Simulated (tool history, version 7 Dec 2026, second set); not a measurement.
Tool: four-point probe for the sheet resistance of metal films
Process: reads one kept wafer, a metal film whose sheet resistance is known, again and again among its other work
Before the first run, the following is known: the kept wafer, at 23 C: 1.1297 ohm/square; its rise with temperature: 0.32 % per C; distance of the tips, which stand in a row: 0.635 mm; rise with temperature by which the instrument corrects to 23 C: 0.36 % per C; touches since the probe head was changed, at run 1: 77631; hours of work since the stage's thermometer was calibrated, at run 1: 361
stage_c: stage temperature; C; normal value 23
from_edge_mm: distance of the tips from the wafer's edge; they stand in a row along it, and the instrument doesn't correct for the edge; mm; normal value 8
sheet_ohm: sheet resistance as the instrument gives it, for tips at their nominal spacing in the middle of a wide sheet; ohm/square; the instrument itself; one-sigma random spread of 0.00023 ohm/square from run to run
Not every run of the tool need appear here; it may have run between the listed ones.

| run | day | stage_c | from_edge_mm | touches since the probe head was changed | hours of work since the stage's thermometer was calibrated | sheet_ohm |
|---|---|---|---|---|---|---|
| 1 | 0.000 | 23 | 8 | 77631 | 361 | 1.120659 |
| 2 | 0.988 | 23 | 8 | 78936 | 377 | 1.120940 |
| 3 | 2.175 | 23 | 8 | 80503 | 397 | 1.120638 |
| 4 | 3.096 | 23 | 8 | 81721 | 412 | 1.120201 |
| 5 | 3.808 | 23 | 8 | 82661 | 423 | 1.119921 |
| 6 | 4.483 | 23 | 8 | 83550 | 434 | 1.120123 |
| 7 | 5.129 | 23 | 8 | 84406 | 445 | 1.120187 |
| 8 | 6.342 | 23 | 8 | 86006 | 464 | 1.119708 |
|  | 6.458 | stage's thermometer calibrated |
| 9 | 7.150 | 23 | 8 | 87049 | 11 | 1.118867 |
| 10 | 8.125 | 23 | 8 | 88335 | 27 | 1.119358 |
| 11 | 9.254 | 23 | 8 | 89823 | 46 | 1.118772 |
|  | 9.525 | stage's thermometer calibrated, once more |
| 12 | 10.175 | 23 | 8 | 91017 | 11 | 1.119595 |
| 13 | 11.396 | 23 | 8 | 92624 | 30 | 1.119435 |
| 14 | 12.462 | 23 | 8 | 94035 | 48 | 1.119188 |
| 15 | 13.429 | 23 | 8 | 95313 | 64 | 1.118997 |
| 16 | 14.071 | 34 | 5 | 96160 | 74 | 1.119864 |
| 17 | 14.712 | 22 | 7 | 97006 | 85 | 1.120460 |
|  | 14.850 | new probe head fitted |
| 18 | 15.929 | 22 | 46 | 1425 | 104 | 1.129979 |
| 19 | 16.500 | 22 | 39 | 2176 | 113 | 1.129991 |
| 20 | 17.221 | 28 | 27 | 3127 | 125 | 1.126854 |
| 21 | 17.850 | 28 | 12 | 3960 | 135 | 1.128750 |
| 22 | 18.529 | 26 | 51 | 4854 | 146 | 1.127880 |
| 23 | 19.754 | 33 | 10 | 6475 | 166 | 1.126507 |
| 24 | 20.746 | 23 | 4 | 7786 | 182 | 1.144095 |
| 25 | 21.642 | 30 | 13 | 8969 | 197 | 1.126820 |
| 26 | 22.367 | 25 | 3 | 9926 | 209 | 1.153721 |
| 27 | 23.179 | 23 | 19 | 10997 | 222 | 1.129021 |
| 28 | 24.000 | 27 | 47 | 12082 | 235 | 1.126193 |
| 29 | 24.754 | 21 | 3 | 13079 | 248 | 1.155887 |

Hidden state at the last listed run before each entry between runs and at the first one after, where it differs:
Logged between run 8 and run 9: stage's thermometer calibrated (day 6.458)
  inner tips' distance over the nominal, %: -1.09 -> -1.103; tips' flats over new ones', %: 71 -> 72; wafer's true temperature over the reading, C: -0.16 -> -0.24
  measured result minus the result with no hidden state, sheet_ohm: -0.013904 -> -0.014344 ohm/square
Logged between run 11 and run 12: stage's thermometer calibrated, once more (day 9.525)
  inner tips' distance over the nominal, %: -1.138 -> -1.152; tips' flats over new ones', %: 74 -> 75; wafer's true temperature over the reading, C: -0.25 -> 0.05
  measured result minus the result with no hidden state, sheet_ohm: -0.014810 -> -0.013921 ohm/square
Logged between run 17 and run 18: new probe head fitted (day 14.850)
  inner tips' distance over the nominal, %: -1.224 -> -0.009; tips' flats over new ones', %: 80 -> 1; wafer's true temperature over the reading, C: 0.04 -> 0.03
  measured result minus the result with no hidden state, sheet_ohm: -0.014884 -> -0.000001 ohm/square

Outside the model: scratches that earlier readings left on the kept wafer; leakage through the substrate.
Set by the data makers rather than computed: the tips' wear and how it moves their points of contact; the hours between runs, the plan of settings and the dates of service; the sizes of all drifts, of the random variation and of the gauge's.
